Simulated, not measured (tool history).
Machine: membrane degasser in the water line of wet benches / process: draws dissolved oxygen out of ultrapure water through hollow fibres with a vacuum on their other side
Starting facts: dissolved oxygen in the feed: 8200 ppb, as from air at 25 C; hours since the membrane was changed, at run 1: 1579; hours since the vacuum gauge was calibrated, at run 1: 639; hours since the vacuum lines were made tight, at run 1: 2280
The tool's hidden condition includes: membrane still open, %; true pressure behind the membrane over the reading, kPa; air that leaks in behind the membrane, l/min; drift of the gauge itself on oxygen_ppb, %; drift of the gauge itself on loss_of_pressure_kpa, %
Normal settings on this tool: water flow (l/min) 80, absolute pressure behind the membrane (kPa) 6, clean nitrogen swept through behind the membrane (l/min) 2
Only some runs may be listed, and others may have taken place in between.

run,hour,water flow (l/min),absolute pressure behind the membrane (kPa),clean nitrogen swept through behind the membrane (l/min),hours since the membrane was changed,hours since the vacuum gauge was calibrated,hours since the vacuum lines were made tight,dissolved oxygen in the water behind the degasser (ppb),pressure that the water loses in the fibres (kPa)
1,0,80,6,2,1579,639,2280,359.4,26.9
2,21.8,80,6,3.18,1601,661,2301,292.7,26.86
3,43.9,80,6,3.18,1623,683,2323,292.5,27
4,71.5,80,6,2,1650,710,2351,364.3,27.19
5,113.5,80,6,2,1692,752,2393,355.3,27.04
6,165.6,80,6,2,1744,805,2445,362.2,26.75
7,204,68,6,2,1783,843,2484,271.2,23.14
8,236.1,68,6,2,1815,875,2516,268.5,23.14
9,271.3,80,6,0.87,1850,910,2551,525,26.75
10,307.9,80,6,1.16,1887,947,2587,462,26.91
11,349.3,80,6,1.16,1928,988,2629,469.4,27.06
12,380,80,6,1.16,1959,1019,2660,471,26.91
13,426.4,80,6,2,2005,1065,2706,360.2,27.22
14,465.3,80,6,2,2044,1104,2745,368.9,27.24
15,507.6,80,6,2,2086,1146,2787,362.8,27.07
16,529.8,80,5.06,2,2109,1169,2809,288,27.17
17,571.1,50,9.73,2,2150,1210,2851,366.4,16.82
18,621.3,50,9.73,2,2200,1260,2901,355.8,16.84
19,667,50,5.73,3.39,2246,1306,2947,101.1,16.82
20,701,50,5.73,3.39,2280,1340,2981,102.7,16.73
21,738,106,6,2,2317,1377,3018,614.6,35.69
22,781.9,127,4.21,1.17,2361,1421,3061,710.4,43.16
23,805.5,127,4.21,1.17,2384,1444,3085,721,42.99
24,838.5,87,12.2,1.17,2417,1477,3118,1178.1,29.2
25,889.1,80,6,1.04,2468,1528,3169,487.3,26.75
26,928.7,59,6,2,2507,1568,3208,212.3,19.99
27,972.2,117,14.07,2,2551,1611,3252,1443.8,39.83
28,1010,107,4.97,1.4,2589,1649,3290,577.3,36.1
29,1044.4,80,6,3,2623,1683,3324,299.6,26.9

Predict the results of run 30:
30,1069.1,97,5.31,2.13,2648,1708,3349,?,?

dissolved oxygen in the water behind the degasser (ppb): 451.5
pressure that the water loses in the fibres (kPa): 33.03
Had the tool carried no hidden state, the very same run would have given dissolved oxygen in the water behind the degasser (ppb) 451.2, pressure that the water loses in the fibres (kPa) 33.02.
